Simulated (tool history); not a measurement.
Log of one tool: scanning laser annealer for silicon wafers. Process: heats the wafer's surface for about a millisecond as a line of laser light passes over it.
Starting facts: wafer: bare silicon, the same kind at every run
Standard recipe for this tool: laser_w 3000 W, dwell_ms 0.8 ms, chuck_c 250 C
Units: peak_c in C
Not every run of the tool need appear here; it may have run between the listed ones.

run 1 hour=0 | laser_w=3000 dwell_ms=0.8 chuck_c=250 | peak_c=1047
run 2 hour=38.4 | laser_w=3000 dwell_ms=0.672 chuck_c=250 | peak_c=964
run 3 hour=58 | laser_w=3000 dwell_ms=0.672 chuck_c=250 | peak_c=966
run 4 hour=93.6 | laser_w=3000 dwell_ms=0.672 chuck_c=241 | peak_c=953
run 5 hour=127.6 | laser_w=3000 dwell_ms=0.8 chuck_c=250 | peak_c=1035
run 6 hour=164.3 | laser_w=3270 dwell_ms=0.8 chuck_c=250 | peak_c=1110
run 7 hour=199.1 | laser_w=3270 dwell_ms=0.8 chuck_c=250 | peak_c=1108
run 8 hour=236.3 | laser_w=3000 dwell_ms=0.8 chuck_c=252 | peak_c=1031
run 9 hour=252.8 | laser_w=3000 dwell_ms=0.8 chuck_c=250 | peak_c=1023
-- hour=257.6 window over the wafer cleaned
run 10 hour=275.9 | laser_w=3000 dwell_ms=0.8 chuck_c=250 | peak_c=1002
run 11 hour=296.3 | laser_w=3000 dwell_ms=0.633 chuck_c=250 | peak_c=906
run 12 hour=325.7 | laser_w=3000 dwell_ms=0.633 chuck_c=250 | peak_c=907
run 13 hour=345.2 | laser_w=3000 dwell_ms=0.8 chuck_c=260 | peak_c=1013
run 14 hour=362.4 | laser_w=3000 dwell_ms=0.8 chuck_c=212 | peak_c=962
run 15 hour=378.2 | laser_w=3000 dwell_ms=0.645 chuck_c=250 | peak_c=909
run 16 hour=397.6 | laser_w=3000 dwell_ms=0.645 chuck_c=250 | peak_c=906
run 17 hour=415.9 | laser_w=2732 dwell_ms=0.645 chuck_c=250 | peak_c=843
run 18 hour=436.7 | laser_w=2732 dwell_ms=0.645 chuck_c=250 | peak_c=841
run 19 hour=465.3 | laser_w=2732 dwell_ms=0.645 chuck_c=250 | peak_c=836
run 20 hour=482.4 | laser_w=2732 dwell_ms=0.645 chuck_c=250 | peak_c=835

For run 21, what comes out?
-- hour=493.3 window over the wafer cleaned, once more
run 21 hour=505 | laser_w=2732 dwell_ms=0.599 chuck_c=232 | peak_c=?

Run 21 measured peak_c 847 C.
Without the tool's hidden state the same run would have given peak_c 862 C.

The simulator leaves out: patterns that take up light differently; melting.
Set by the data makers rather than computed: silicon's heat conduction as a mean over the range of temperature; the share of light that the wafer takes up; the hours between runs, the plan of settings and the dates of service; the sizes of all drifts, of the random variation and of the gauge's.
